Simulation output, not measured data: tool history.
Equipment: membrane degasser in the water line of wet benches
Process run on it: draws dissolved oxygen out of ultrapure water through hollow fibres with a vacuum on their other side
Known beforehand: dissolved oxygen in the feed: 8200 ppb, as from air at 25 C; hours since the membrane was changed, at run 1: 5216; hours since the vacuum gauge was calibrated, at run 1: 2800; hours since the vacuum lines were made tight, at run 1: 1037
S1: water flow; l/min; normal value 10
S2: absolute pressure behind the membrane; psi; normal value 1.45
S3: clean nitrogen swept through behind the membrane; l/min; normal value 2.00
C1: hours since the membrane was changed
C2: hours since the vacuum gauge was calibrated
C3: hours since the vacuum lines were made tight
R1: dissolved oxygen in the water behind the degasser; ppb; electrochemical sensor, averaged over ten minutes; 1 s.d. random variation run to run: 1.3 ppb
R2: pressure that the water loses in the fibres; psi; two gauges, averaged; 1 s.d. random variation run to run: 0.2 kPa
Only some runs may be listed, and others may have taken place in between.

{"run": 1, "hour": 0.0, "S1": 10, "S2": 1.45, "S3": 2.0, "C1": 5216, "C2": 2800, "C3": 1037, "R1": 124.6, "R2": 6.372}
{"run": 2, "hour": 277.6, "S1": 10, "S2": 1.45, "S3": 2.0, "C1": 5494, "C2": 3078, "C3": 1315, "R1": 126.0, "R2": 6.35}
{"run": 3, "hour": 572.0, "S1": 10, "S2": 1.45, "S3": 2.0, "C1": 5788, "C2": 3372, "C3": 1609, "R1": 125.2, "R2": 6.386}
{"run": 4, "hour": 703.2, "S1": 10, "S2": 1.45, "S3": 2.0, "C1": 5920, "C2": 3504, "C3": 1741, "R1": 125.2, "R2": 6.35}
{"run": 5, "hour": 981.9, "S1": 10, "S2": 1.45, "S3": 2.92, "C1": 6198, "C2": 3782, "C3": 2019, "R1": 99.5, "R2": 6.386}
{"run": 6, "hour": 1265.0, "S1": 10, "S2": 1.45, "S3": 2.92, "C1": 6481, "C2": 4065, "C3": 2302, "R1": 100.6, "R2": 6.402}
{"run": 7, "hour": 1458.9, "S1": 10, "S2": 1.45, "S3": 2.0, "C1": 6675, "C2": 4259, "C3": 2496, "R1": 126.1, "R2": 6.461}
{"run": 8, "hour": 1710.0, "S1": 10, "S2": 1.45, "S3": 2.0, "C1": 6926, "C2": 4510, "C3": 2747, "R1": 125.9, "R2": 6.435}
{"run": 9, "hour": 1965.0, "S1": 10, "S2": 1.45, "S3": 2.0, "C1": 7181, "C2": 4765, "C3": 3002, "R1": 124.7, "R2": 6.392}
{"run": 10, "hour": 2210.6, "S1": 10, "S2": 1.45, "S3": 2.0, "C1": 7427, "C2": 5011, "C3": 3248, "R1": 126.2, "R2": 6.396}
{"run": 11, "hour": 2512.3, "S1": 10, "S2": 1.45, "S3": 2.0, "C1": 7729, "C2": 5313, "C3": 3550, "R1": 126.3, "R2": 6.434}
{"run": 12, "hour": 2749.8, "S1": 10, "S2": 1.45, "S3": 2.0, "C1": 7966, "C2": 5550, "C3": 3787, "R1": 126.9, "R2": 6.406}
{"run": 13, "hour": 3025.3, "S1": 10, "S2": 1.45, "S3": 2.0, "C1": 8242, "C2": 5826, "C3": 4063, "R1": 123.6, "R2": 6.427}
{"run": 14, "hour": 3208.7, "S1": 10, "S2": 1.45, "S3": 2.0, "C1": 8425, "C2": 6009, "C3": 4246, "R1": 125.9, "R2": 6.411}
{"run": 15, "hour": 3339.6, "S1": 10, "S2": 1.45, "S3": 2.0, "C1": 8556, "C2": 6140, "C3": 4377, "R1": 123.7, "R2": 6.435}
{"hour": 3387.3, "done": "vacuum gauge calibrated"}
{"run": 16, "hour": 3643.2, "S1": 10, "S2": 1.45, "S3": 2.0, "C1": 8859, "C2": 256, "C3": 4680, "R1": 125.5, "R2": 6.453}
{"run": 17, "hour": 3834.9, "S1": 7, "S2": 3.13, "S3": 1.02, "C1": 9051, "C2": 448, "C3": 4872, "R1": 311.5, "R2": 4.495}

Run 18 is up next; what results do you expect?
{"run": 18, "hour": 4006.3, "S1": 10, "S2": 3.13, "S3": 4.14, "C1": 9222, "C2": 619, "C3": 5043, "R1": "?", "R2": "?"}

Run 18 came out at R1 153.4 ppb, R2 6.448 psi.
Without the tool's hidden state the same run would have given R1 152.8 ppb, R2 6.337 psi.
